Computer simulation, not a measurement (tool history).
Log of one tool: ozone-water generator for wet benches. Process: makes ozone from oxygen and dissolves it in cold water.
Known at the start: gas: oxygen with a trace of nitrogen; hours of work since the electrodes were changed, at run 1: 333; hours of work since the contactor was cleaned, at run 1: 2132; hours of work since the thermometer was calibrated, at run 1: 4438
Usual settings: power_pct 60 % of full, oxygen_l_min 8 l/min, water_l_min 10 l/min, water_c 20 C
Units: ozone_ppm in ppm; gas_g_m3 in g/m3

run,hour,power_pct,oxygen_l_min,water_l_min,water_c,hours of work since the electrodes were changed,hours of work since the contactor was cleaned,hours of work since the thermometer was calibrated,ozone_ppm,gas_g_m3
1,0,60,8,10,20,333,2132,4438,32.3,183.3
2,53.3,60,8,13,20,367,2166,4472,27.3,184.5
3,104.1,60,8,10,20,400,2199,4505,31.7,183.9
4,129.2,60,8,10,20,416,2215,4521,32.3,184.3
5,161.6,60,8,10,20,437,2236,4541,32.2,186.9
6,203.2,60,8,10,20,464,2263,4568,32.1,185
7,258,60,8,10,20,499,2298,4603,31.7,186.7
8,296.5,60,7.85,10,20,523,2322,4628,32.3,187.8
9,322.6,60,7.85,10,20,540,2339,4645,31.8,187.8
10,372.1,43,6.04,10,12,572,2371,4676,29.1,159.7
11,398.8,64,7.91,6,25,589,2388,4693,38.3,198.8
12,445.4,65,8,10,20,619,2418,4723,34.7,201.2
13,495.5,65,8,10,20,651,2450,4755,34.3,201.8
14,522.9,94,7.11,9,21,668,2467,4773,52,303
15,568.7,94,7.11,9,21,698,2497,4802,51.4,304.6
16,604.2,67,4.83,16,13,720,2519,4825,29.9,273.2
17,641.6,86,8.5,16,13,744,2543,4849,36.3,255

Hidden state or all else? Some run-to-run changes of gas_g_m3, split into what the settings, what came in and random variation would give without the hidden state, and what is left for the hidden state (with any gauge scatter that isn't in both results):
The hidden state here: yield of the discharge, % of new electrodes'; contactor's efficiency, % of a clean one's; true water temperature over the reading, C; drift of the gauge itself on ozone_ppm, %; drift of the gauge itself on gas_g_m3, %.
Run 13 -> 14: power_pct 65 -> 94, oxygen_l_min 8 -> 7.11, water_l_min 10 -> 9, water_c 20 -> 21. gas_g_m3 +101.2 g/m3: hidden state +2.1, all else +99.1.
